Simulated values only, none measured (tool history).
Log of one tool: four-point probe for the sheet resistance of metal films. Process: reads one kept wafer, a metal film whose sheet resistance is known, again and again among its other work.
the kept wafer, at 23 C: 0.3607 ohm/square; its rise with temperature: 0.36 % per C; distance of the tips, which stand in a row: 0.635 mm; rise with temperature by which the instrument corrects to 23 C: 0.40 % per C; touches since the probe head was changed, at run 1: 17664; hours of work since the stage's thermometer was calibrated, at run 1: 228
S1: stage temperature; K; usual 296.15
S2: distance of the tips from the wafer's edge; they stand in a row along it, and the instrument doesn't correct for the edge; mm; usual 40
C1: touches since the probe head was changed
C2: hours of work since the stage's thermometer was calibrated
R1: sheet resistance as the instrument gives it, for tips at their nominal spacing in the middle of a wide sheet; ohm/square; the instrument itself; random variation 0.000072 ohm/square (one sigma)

| run | hour | S1 | S2 | C1 | C2 | R1 |
|---|---|---|---|---|---|---|
| 1 | 0.0 | 296.15 | 40 | 17664 | 228 | 0.359389 |
| 2 | 24.3 | 296.15 | 40 | 17981 | 243 | 0.359502 |
| 3 | 54.7 | 296.15 | 40 | 18380 | 263 | 0.359465 |
| 4 | 76.0 | 296.15 | 12 | 18658 | 277 | 0.359915 |
| 5 | 99.0 | 296.15 | 12 | 18959 | 291 | 0.360002 |
| 6 | 131.2 | 296.15 | 12 | 19380 | 312 | 0.359954 |
| 7 | 158.2 | 302.15 | 12 | 19734 | 329 | 0.359072 |
| 8 | 180.3 | 302.15 | 12 | 20023 | 343 | 0.358972 |
| 9 | 202.5 | 296.15 | 41 | 20313 | 357 | 0.359479 |
| 10 | 232.5 | 296.15 | 41 | 20706 | 377 | 0.359286 |
| 11 | 261.9 | 296.15 | 41 | 21090 | 395 | 0.359462 |
| 12 | 297.6 | 296.15 | 41 | 21558 | 418 | 0.359311 |
| 13 | 315.2 | 296.15 | 41 | 21788 | 430 | 0.359355 |
| 14 | 333.2 | 292.15 | 40 | 22024 | 441 | 0.359937 |
| 15 | 352.4 | 292.15 | 40 | 22275 | 453 | 0.359882 |
| 16 | 367.4 | 292.15 | 40 | 22470 | 463 | 0.359963 |
| 17 | 397.1 | 299.15 | 8 | 22859 | 482 | 0.360067 |
| 18 | 426.8 | 305.15 | 48 | 23248 | 501 | 0.358059 |
| 19 | 447.7 | 306.15 | 18 | 23522 | 514 | 0.358053 |
| 20 | 471.2 | 298.15 | 8 | 23829 | 529 | 0.360242 |
| 21 | 488.9 | 292.15 | 52 | 24061 | 541 | 0.359852 |
| 22 | 506.5 | 292.15 | 52 | 24292 | 552 | 0.359986 |
| 23 | 541.9 | 291.15 | 4 | 24755 | 575 | 0.364764 |
| 24 | 563.5 | 307.15 | 4 | 25037 | 588 | 0.362426 |
| 25 | 580.4 | 298.15 | 70 | 25258 | 599 | 0.358847 |
| 26 | 607.4 | 303.15 | 70 | 25611 | 617 | 0.358091 |
| 27 | 633.0 | 299.15 | 18 | 25946 | 633 | 0.358972 |
| 28 | 668.0 | 301.15 | 31 | 26405 | 655 | 0.358449 |
| 29 | 689.6 | 302.15 | 9 | 26686 | 669 | 0.359237 |
| 30 | 705.7 | 303.15 | 14 | 26897 | 679 | 0.358571 |
| 31 | 735.5 | 291.15 | 46 | 27287 | 698 | 0.359887 |

The same runs without the tool's hidden state, with the same run-to-run variation:
The hidden state here: inner tips' distance over the nominal, %; tips' flats over new ones', %; wafer's true temperature over the reading, C; drift of the gauge itself on sheet_ohm, %.
| run | R1 |
|---|---|
| 1 | 0.360650 |
| 2 | 0.360775 |
| 3 | 0.360754 |
| 4 | 0.361214 |
| 5 | 0.361314 |
| 6 | 0.361280 |
| 7 | 0.360410 |
| 8 | 0.360320 |
| 9 | 0.360837 |
| 10 | 0.360658 |
| 11 | 0.360847 |
| 12 | 0.360711 |
| 13 | 0.360765 |
| 14 | 0.361356 |
| 15 | 0.361309 |
| 16 | 0.361398 |
| 17 | 0.361518 |
| 18 | 0.359519 |
| 19 | 0.359523 |
| 20 | 0.361727 |
| 21 | 0.361343 |
| 22 | 0.361486 |
| 23 | 0.366297 |
| 24 | 0.363967 |
| 25 | 0.360378 |
| 26 | 0.359634 |
| 27 | 0.360527 |
| 28 | 0.360021 |
| 29 | 0.360824 |
| 30 | 0.360165 |
| 31 | 0.361494 |

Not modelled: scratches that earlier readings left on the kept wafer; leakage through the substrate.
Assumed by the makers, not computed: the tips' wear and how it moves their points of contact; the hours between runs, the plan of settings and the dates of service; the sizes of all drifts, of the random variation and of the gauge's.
